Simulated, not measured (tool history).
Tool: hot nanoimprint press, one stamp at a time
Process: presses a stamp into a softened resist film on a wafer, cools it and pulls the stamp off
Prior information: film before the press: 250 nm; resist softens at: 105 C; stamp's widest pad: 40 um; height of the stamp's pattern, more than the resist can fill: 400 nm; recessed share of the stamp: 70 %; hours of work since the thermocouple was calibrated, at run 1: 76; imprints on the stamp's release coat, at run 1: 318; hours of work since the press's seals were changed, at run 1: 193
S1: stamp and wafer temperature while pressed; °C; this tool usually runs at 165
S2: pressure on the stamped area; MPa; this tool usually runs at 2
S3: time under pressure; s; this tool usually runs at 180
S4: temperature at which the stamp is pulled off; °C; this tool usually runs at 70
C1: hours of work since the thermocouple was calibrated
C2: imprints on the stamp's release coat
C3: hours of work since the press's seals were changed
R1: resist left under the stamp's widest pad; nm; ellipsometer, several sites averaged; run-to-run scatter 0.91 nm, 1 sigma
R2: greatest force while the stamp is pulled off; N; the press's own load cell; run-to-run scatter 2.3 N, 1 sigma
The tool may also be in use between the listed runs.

Run 1, hour 0: usual settings; C1 76; C2 318; C3 193. Result: R1 130.6 nm, R2 112 N.
Run 2, hour 11: usual settings; C1 82; C2 356; C3 199. Result: R1 128.8 nm, R2 115 N.
Run 3, hour 20.1: usual settings; C1 87; C2 387; C3 204. Result: R1 129.4 nm, R2 111 N.
Run 4, hour 30.3: usual settings; C1 93; C2 421; C3 210. Result: R1 129.6 nm, R2 117 N.
Run 5, hour 42.6: usual settings but S3 213 s; C1 100; C2 463; C3 217. Result: R1 122.4 nm, R2 117 N.
Run 6, hour 51.6: usual settings but S3 213 s; C1 105; C2 494; C3 222. Result: R1 122.1 nm, R2 117 N.
Run 7, hour 63.3: usual settings but S1 171 °C; C1 111; C2 533; C3 228. Result: R1 95 nm, R2 118 N.
Run 8, hour 75.3: usual settings but S1 171 °C; C1 118; C2 574; C3 235. Result: R1 93.2 nm, R2 122 N.
Run 9, hour 85.8: usual settings; C1 124; C2 609; C3 241. Result: R1 131.2 nm, R2 123 N.
Run 10, hour 93.5: usual settings; C1 128; C2 636; C3 245. Result: R1 127.5 nm, R2 125 N.
Run 11, hour 101: usual settings; C1 132; C2 661; C3 249. Result: R1 130.8 nm, R2 124 N.
Run 12, hour 110.1: usual settings but S3 182 s; C1 137; C2 692; C3 254. Result: R1 128.5 nm, R2 119 N.
Run 13, hour 118.7: usual settings but S3 182 s; C1 142; C2 721; C3 259. Result: R1 129.2 nm, R2 126 N.
Run 14, hour 132.5: usual settings but S4 57 °C; C1 150; C2 768; C3 267. Result: R1 131.1 nm, R2 147 N.
Run 15, hour 142.5: usual settings but S1 154 °C; C1 155; C2 802; C3 272. Result: R1 206.3 nm, R2 124 N.
Run 16, hour 155.1: usual settings but S1 158 °C, S2 1.96 MPa, S3 157 s, S4 64 °C; C1 162; C2 845; C3 279. Result: R1 185.2 nm, R2 143 N.
Run 17, hour 161.6: usual settings but S1 156 °C, S2 1.91 MPa, S3 179 s, S4 64 °C; C1 166; C2 867; C3 283. Result: R1 196.1 nm, R2 145 N.
Run 18, hour 171.5: usual settings but S2 1.25 MPa; C1 171; C2 900; C3 288. Result: R1 152 nm, R2 131 N.
At hour 175.5: plate thermocouple calibrated.
Run 19, hour 184.4: usual settings but S2 2.92 MPa, S3 152 s; C1 5; C2 934; C3 294. Result: R1 123.6 nm, R2 130 N.
Run 20, hour 190.9: usual settings but S2 2.92 MPa, S3 152 s; C1 9; C2 956; C3 298. Result: R1 123.6 nm, R2 132 N.
Run 21, hour 203.3: usual settings but S2 2.92 MPa, S3 152 s; C1 15; C2 998; C3 304. Result: R1 123.6 nm, R2 135 N.
Run 22, hour 216.7: usual settings but S2 2.13 MPa, S3 106 s, S4 58 °C; C1 23; C2 1044; C3 312. Result: R1 157.7 nm, R2 161 N.
Run 23, hour 222.7: usual settings but S2 2.13 MPa, S3 198 s, S4 58 °C; C1 26; C2 1064; C3 315. Result: R1 128 nm, R2 157 N.
Run 24, hour 230.1: usual settings but S2 2.57 MPa, S3 198 s, S4 67 °C; C1 30; C2 1089; C3 319. Result: R1 118.6 nm, R2 144 N.
Run 25, hour 238: usual settings but S2 2.57 MPa, S3 198 s, S4 67 °C; C1 35; C2 1116; C3 324. Result: R1 117.7 nm, R2 141 N.
At hour 249.4: stamp cleaned and given a new release coat.
Run 26, hour 256.3: usual settings but S2 1.58 MPa, S3 198 s, S4 67 °C; C1 42; C2 24; C3 331. Result: R1 141.9 nm, R2 114 N.
At hour 262.7: plate thermocouple calibrated, once more.
Run 27, hour 271.3: usual settings but S2 1.58 MPa, S3 198 s, S4 67 °C; C1 5; C2 65; C3 337. Result: R1 133.3 nm, R2 110 N.
Run 28, hour 280.8: usual settings but S1 167 °C, S2 1.32 MPa, S3 212 s; C1 10; C2 97; C3 343. Result: R1 126 nm, R2 107 N.
Run 29, hour 293.3: usual settings but S1 167 °C, S2 1.36 MPa, S3 212 s, S4 60 °C; C1 17; C2 139; C3 350. Result: R1 127.5 nm, R2 120 N.
Run 30, hour 303.1: usual settings but S1 167 °C, S2 1.36 MPa, S3 212 s, S4 60 °C; C1 22; C2 173; C3 355. Result: R1 126.2 nm, R2 128 N.

Branching from run 30: 4 alternative next runs. What would each branch give?
Run A, hour 309: usual settings but S2 1.7 MPa, S3 97 s, S4 57 °C; C1 26; C2 193; C3 358. Result: R1 ?, R2 ?.
Run B, hour 309: usual settings but S1 158 °C, S2 1.96 MPa, S3 212 s, S4 60 °C; C1 26; C2 193; C3 358. Result: R1 ?, R2 ?.
Run C, hour 309: usual settings but S1 158 °C, S2 1.36 MPa, S3 212 s, S4 60 °C; C1 26; C2 193; C3 358. Result: R1 ?, R2 ?.
Run D, hour 309: usual settings but S1 167 °C, S2 1.25 MPa, S3 212 s, S4 64 °C; C1 26; C2 193; C3 358. Result: R1 ?, R2 ?.

run     R1   R2
  A  163.6  135
  B  172.3  132
  C  186.5  130
  D  129.4  119
Take away the tool's hidden state, keep each run's random variation, and the runs would have read:
run     R1   R2
  A  162.2  129
  B  170.7  126
  C  185.2  124
  D  128.1  114
